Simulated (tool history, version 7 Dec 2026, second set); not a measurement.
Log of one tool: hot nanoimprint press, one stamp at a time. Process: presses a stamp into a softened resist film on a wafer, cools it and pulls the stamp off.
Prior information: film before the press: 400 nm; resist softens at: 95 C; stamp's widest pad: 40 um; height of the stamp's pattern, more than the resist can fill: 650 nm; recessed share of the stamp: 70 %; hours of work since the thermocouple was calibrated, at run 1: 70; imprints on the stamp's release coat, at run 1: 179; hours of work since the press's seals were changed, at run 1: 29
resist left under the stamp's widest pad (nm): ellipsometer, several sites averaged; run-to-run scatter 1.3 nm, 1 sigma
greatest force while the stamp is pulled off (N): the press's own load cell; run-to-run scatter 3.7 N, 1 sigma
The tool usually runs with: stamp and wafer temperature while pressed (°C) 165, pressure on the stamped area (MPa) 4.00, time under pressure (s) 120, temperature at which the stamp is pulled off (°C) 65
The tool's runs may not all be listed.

| run | hour | stamp and wafer temperature while pressed (°C) | pressure on the stamped area (MPa) | time under pressure (s) | temperature at which the stamp is pulled off (°C) | hours of work since the thermocouple was calibrated | imprints on the stamp's release coat | hours of work since the press's seals were changed | resist left under the stamp's widest pad (nm) | greatest force while the stamp is pulled off (N) |
|---|---|---|---|---|---|---|---|---|---|---|
| 1 | 0.0 | 165 | 4.00 | 120 | 65 | 70 | 179 | 29 | 207.9 | 208 |
| 2 | 44.3 | 163 | 4.00 | 120 | 65 | 89 | 299 | 48 | 218.0 | 209 |
| 3 | 76.4 | 163 | 4.00 | 120 | 65 | 103 | 386 | 62 | 221.5 | 203 |
| 4 | 120.0 | 163 | 4.00 | 120 | 65 | 122 | 504 | 81 | 218.7 | 207 |
| 5 | 175.6 | 163 | 4.00 | 120 | 65 | 146 | 654 | 105 | 220.1 | 198 |
| 6 | 219.5 | 165 | 2.80 | 120 | 65 | 165 | 773 | 124 | 247.2 | 206 |
| 7 | 276.3 | 165 | 2.80 | 120 | 65 | 190 | 927 | 148 | 245.6 | 211 |
|  | 321.7 | stamp cleaned and given a new release coat |
| 8 | 327.6 | 165 | 2.80 | 120 | 65 | 209 | 16 | 168 | 248.7 | 198 |
| 9 | 379.3 | 165 | 2.80 | 200 | 70 | 231 | 156 | 190 | 209.8 | 181 |
| 10 | 413.4 | 165 | 2.40 | 172 | 65 | 246 | 248 | 205 | 235.6 | 204 |
| 11 | 447.1 | 165 | 4.22 | 120 | 58 | 261 | 339 | 219 | 201.5 | 235 |
| 12 | 471.4 | 165 | 4.22 | 120 | 58 | 271 | 405 | 230 | 203.3 | 232 |
| 13 | 518.2 | 159 | 6.25 | 120 | 56 | 291 | 532 | 250 | 196.6 | 244 |

Run 14, settings as shown, results not yet in. Your forecast:
| 14 | 546.5 | 169 | 3.10 | 120 | 56 | 304 | 608 | 262 | ? | ? |

For run 14 the tool returned resist left under the stamp's widest pad (nm) 212.4, greatest force while the stamp is pulled off (N) 234.
Were there no unlogged condition in the tool, this run, its random variation unchanged, would have produced resist left under the stamp's widest pad (nm) 212.3, greatest force while the stamp is pulled off (N) 233.
